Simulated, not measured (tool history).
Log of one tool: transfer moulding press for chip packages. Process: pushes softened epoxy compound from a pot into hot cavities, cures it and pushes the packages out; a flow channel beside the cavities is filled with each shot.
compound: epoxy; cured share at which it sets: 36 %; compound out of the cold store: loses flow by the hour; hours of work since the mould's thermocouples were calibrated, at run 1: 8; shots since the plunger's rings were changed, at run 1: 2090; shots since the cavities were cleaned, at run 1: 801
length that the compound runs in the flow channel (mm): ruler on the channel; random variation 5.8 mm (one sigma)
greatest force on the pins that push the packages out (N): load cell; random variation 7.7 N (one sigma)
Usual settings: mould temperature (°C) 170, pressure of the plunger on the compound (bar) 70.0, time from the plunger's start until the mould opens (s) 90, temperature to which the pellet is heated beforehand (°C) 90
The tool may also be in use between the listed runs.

run,hour,mould temperature (°C),pressure of the plunger on the compound (bar),time from the plunger's start until the mould opens (s),temperature to which the pellet is heated beforehand (°C),hours of work since the mould's thermocouples were calibrated,shots since the plunger's rings were changed,shots since the cavities were cleaned,incoming compound's hours out of the cold store,length that the compound runs in the flow channel (mm),greatest force on the pins that push the packages out (N)
1,0.0,170,70.0,90,90,8,2090,801,18.9,732,593
2,17.7,170,70.0,90,90,19,2318,1029,8.0,753,687
# hour 22.4: cavities cleaned with cleaning compound and waxed
3,54.4,170,65.4,90,90,40,2770,411,22.5,680,543
4,85.6,169,65.4,90,90,60,3171,812,25.6,673,670
# hour 104.9: cavities cleaned with cleaning compound and waxed
5,111.0,169,65.4,90,90,74,3478,78,31.3,653,376
# hour 126.7: plunger's sealing rings changed
6,133.9,169,65.4,90,90,87,93,340,47.3,656,496
7,171.5,169,65.4,90,84,110,576,823,35.6,679,650
# hour 191.2: cavities cleaned with cleaning compound and waxed
8,193.2,169,65.4,90,84,123,835,24,45.2,651,360
9,228.1,170,70.0,90,90,145,1285,474,46.2,654,522
10,258.0,169,70.0,90,90,163,1668,857,22.6,726,689
# hour 274.5: cavities cleaned with cleaning compound and waxed
11,290.7,169,70.0,90,90,182,2069,209,18.6,728,484
12,326.9,170,70.0,90,90,205,2535,675,13.1,752,633
13,354.4,170,70.0,90,90,222,2887,1027,32.8,686,649
# hour 358.9: cavities cleaned with cleaning compound and waxed
14,380.3,170,74.2,90,90,237,3201,275,37.2,668,464
15,410.7,170,74.2,90,96,256,3592,666,36.2,675,565
# hour 417.5: plunger's sealing rings changed
16,430.8,170,74.2,90,96,267,170,891,43.4,700,625
# hour 445.9: cavities cleaned with cleaning compound and waxed
17,463.9,168,87.1,90,90,286,576,231,14.9,866,498
18,496.4,163,76.1,96,95,306,994,649,8.7,846,800
# hour 501.7: mould's thermocouples calibrated
# hour 530.5: cavities cleaned with cleaning compound and waxed
19,533.4,163,84.9,84,91,19,1425,37,18.0,852,670
20,564.7,175,70.0,70,90,38,1827,439,39.7,656,641
# hour 575.2: mould's thermocouples calibrated, once more
21,587.3,176,63.7,96,87,7,2092,704,23.9,666,503
# hour 615.1: cavities cleaned with cleaning compound and waxed
22,622.4,171,63.7,96,95,28,2524,94,17.7,687,357
23,646.5,170,83.7,72,90,43,2833,403,42.9,714,802
24,683.7,163,59.4,99,90,66,3311,881,8.5,707,826
# hour 697.8: cavities cleaned with cleaning compound and waxed
# hour 714.3: plunger's sealing rings changed
25,720.0,169,59.4,78,83,86,74,253,13.9,720,694
26,756.1,169,59.4,78,95,109,538,717,38.8,629,782
27,776.9,169,65.6,104,95,121,805,984,45.9,653,568

3 ways to go on from here, each from the tool as it stands after run 27. What would each give?
# hour 784.4: cavities cleaned with cleaning compound and waxed
A,801.8,169,82.2,120,95,136,1106,224,20.0,?,?
# hour 784.4: cavities cleaned with cleaning compound and waxed
B,801.8,166,62.6,94,90,136,1106,224,43.1,?,?
# hour 784.4: cavities cleaned with cleaning compound and waxed
C,801.8,178,70.0,93,90,136,1106,224,9.4,?,?

run,length that the compound runs in the flow channel (mm),greatest force on the pins that push the packages out (N)
A,796,374
B,650,497
C,759,377
Without the tool's hidden state the same runs would have given:
run,length that the compound runs in the flow channel (mm),greatest force on the pins that push the packages out (N)
A,817,271
B,667,366
C,778,273
